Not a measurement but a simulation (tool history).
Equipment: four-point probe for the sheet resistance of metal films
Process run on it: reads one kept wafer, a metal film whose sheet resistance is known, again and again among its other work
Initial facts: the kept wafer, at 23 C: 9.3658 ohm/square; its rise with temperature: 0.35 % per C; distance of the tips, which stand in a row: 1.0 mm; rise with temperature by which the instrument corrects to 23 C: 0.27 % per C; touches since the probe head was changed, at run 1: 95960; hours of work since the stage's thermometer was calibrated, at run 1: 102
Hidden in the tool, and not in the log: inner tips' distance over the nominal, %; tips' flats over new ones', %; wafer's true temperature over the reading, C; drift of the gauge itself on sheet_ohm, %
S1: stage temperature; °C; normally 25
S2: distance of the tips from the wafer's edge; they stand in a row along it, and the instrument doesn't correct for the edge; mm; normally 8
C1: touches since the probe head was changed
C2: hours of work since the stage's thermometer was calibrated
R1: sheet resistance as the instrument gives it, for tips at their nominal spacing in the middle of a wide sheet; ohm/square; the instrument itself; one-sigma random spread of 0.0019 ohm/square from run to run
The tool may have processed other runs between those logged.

run   hour  S1  S2      C1   C2        R1
  1      0  25   8   95960  102  9.402091
  2   15.2  25   8   96670  110  9.402692
  3   23.7  25   8   97064  114  9.402439
  4   39.6  25   8   97806  123   9.40249
  5     49  25   8   98244  128  9.403801
  6   65.4  25   4   99009  137  9.626515
  7   72.4  25   8   99336  141  9.403746
  8   82.4  18   8   99803  146  9.352351
  9   97.7  30   8  100518  154  9.442992
 10  108.2  30   8  101004  160  9.439675
 11  120.2  25   8  101564  166  9.405511
 12  136.4  25   8  102323  175   9.40346
 13  149.8  25   8  102946  182  9.402246
 14  161.3  25   8  103484  188  9.403191
 15  177.3  25   8  104229  197   9.40337
 16  191.4  25   8  104888  204  9.406108
 17  203.6  35   8  105458  211  9.473731
 18  213.3  25   3  105908  216  9.850317
 19  221.1  25  13  106273  220  9.354272
 20  233.6  25  13  106856  227  9.356926
 21  246.9  25  13  107476  234  9.358131
 22  263.5  25  13  108248  243  9.355765
 23  276.7  28   8  108864  250   9.42851
 24  289.1  32  17  109444  257  9.394917
 25  296.3  25  12  109778  261  9.364033
 26  310.1  25  12  110426  268  9.363872
 27  320.7  25  10  110918  274  9.379804
 28  330.9  25  10  111394  279  9.380074
     332.7  -- stage's thermometer calibrated
 29    341  25  10  111842    4  9.377646
 30  355.2  22   6  112503   12  9.448142
     368.9  -- stage's thermometer calibrated, once more
 31  370.9  19  49  113212    1  9.288516
 32  382.8  19  49  113770    7  9.285119
 33  392.5  25  21  114222   13  9.340037
 34  402.2  25  21  114672   18  9.341919
 35  409.1  25  21  114996   22  9.339523
 36  420.9  25  21  115546   28  9.335013
 37  431.5  25  10  116042   34  9.377234
 38  439.6  29   3  116418   38  9.883909
 39  452.9  29   3  117037   45  9.884308
 40    464  24  12  117557   51  9.358041
 41  471.8  24  12  117921   55  9.360639
 42    481  26  12  118347   60  9.370388
 43  492.3  20   5  118874   66  9.491334
 44  504.4  20   5  119440   73  9.488691
 45  513.6  24  39  119870   78  9.321641

Below are 4 alternative next runs, each starting from the tool's condition after run 45. Predict each:
  A  522.2  19  12  120270  82   ?
  B  522.2  25   8  120270  82   ?
  C  522.2  23  10  120270  82   ?
  D  522.2  24  39  120270  82   ?

run        R1
  A  9.323662
  B  9.406076
  C  9.362263
  D  9.329098
Stripped of hidden state, with their random variation kept, the same runs would have yielded:
run        R1
  A  9.374149
  B  9.456985
  C  9.412949
  D  9.379623

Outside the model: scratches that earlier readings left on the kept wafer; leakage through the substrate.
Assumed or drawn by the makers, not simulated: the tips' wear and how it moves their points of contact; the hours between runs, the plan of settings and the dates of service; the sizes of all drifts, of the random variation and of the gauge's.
